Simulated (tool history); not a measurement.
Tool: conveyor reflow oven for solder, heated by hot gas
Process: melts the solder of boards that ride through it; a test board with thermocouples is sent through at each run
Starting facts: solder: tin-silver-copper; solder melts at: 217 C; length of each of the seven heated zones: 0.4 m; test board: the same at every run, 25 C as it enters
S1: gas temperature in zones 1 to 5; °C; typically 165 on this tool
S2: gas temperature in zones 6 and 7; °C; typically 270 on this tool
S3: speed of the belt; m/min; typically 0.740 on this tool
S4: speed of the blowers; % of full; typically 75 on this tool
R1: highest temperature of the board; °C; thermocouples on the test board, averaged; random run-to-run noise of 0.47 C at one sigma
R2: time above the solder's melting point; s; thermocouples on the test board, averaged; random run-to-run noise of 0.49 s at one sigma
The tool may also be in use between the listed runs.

run   hour   S1   S2     S3  S4     R1    R2
  1    0.0  165  270  0.740  75  249.8  43.9
  2   55.1  165  281  0.740  75  257.5  49.1
  3  101.1  165  271  0.740  75  249.4  44.2
  4  136.4  165  270  0.740  73  248.4  42.1
  5  162.4  165  270  0.740  73  246.9  41.9
  6  215.0  165  270  0.740  73  247.3  41.9
  7  256.8  165  270  0.740  73  247.4  41.6
  8  291.8  165  270  0.740  52  240.3  35.2
  9  340.1  165  270  0.740  52  240.8  35.7
     349.3  -- flux residue cleaned out of gas plates and filters
 10  393.6  165  270  0.740  52  238.6  33.1
 11  438.1  165  270  0.740  52  237.6  32.7
 12  479.2  165  270  0.740  52  238.0  31.9
     516.8  -- flux residue cleaned out of gas plates and filters, once more
 13  518.3  172  268  0.740  75  250.3  46.5
     539.4  -- thermocouples of zones 6 and 7 changed
 14  548.6  165  264  0.633  85  254.5  57.8
 15  606.3  159  279  0.719  71  259.6  50.7

Forecast each of these 4 alternatives for the next run:
  A  655.2  159  279  0.719  52   ?   ?
  B  655.2  159  279  0.719  73   ?   ?
  C  655.2  159  279  0.811  54   ?   ?
  D  655.2  159  279  0.629  71   ?   ?

run     R1    R2
  A  253.0  44.8
  B  260.7  50.5
  C  248.0  36.1
  D  263.3  60.1
Without the tool's hidden state the same runs would have given:
run     R1    R2
  A  253.5  44.7
  B  261.5  50.4
  C  248.7  36.2
  D  264.0  59.8

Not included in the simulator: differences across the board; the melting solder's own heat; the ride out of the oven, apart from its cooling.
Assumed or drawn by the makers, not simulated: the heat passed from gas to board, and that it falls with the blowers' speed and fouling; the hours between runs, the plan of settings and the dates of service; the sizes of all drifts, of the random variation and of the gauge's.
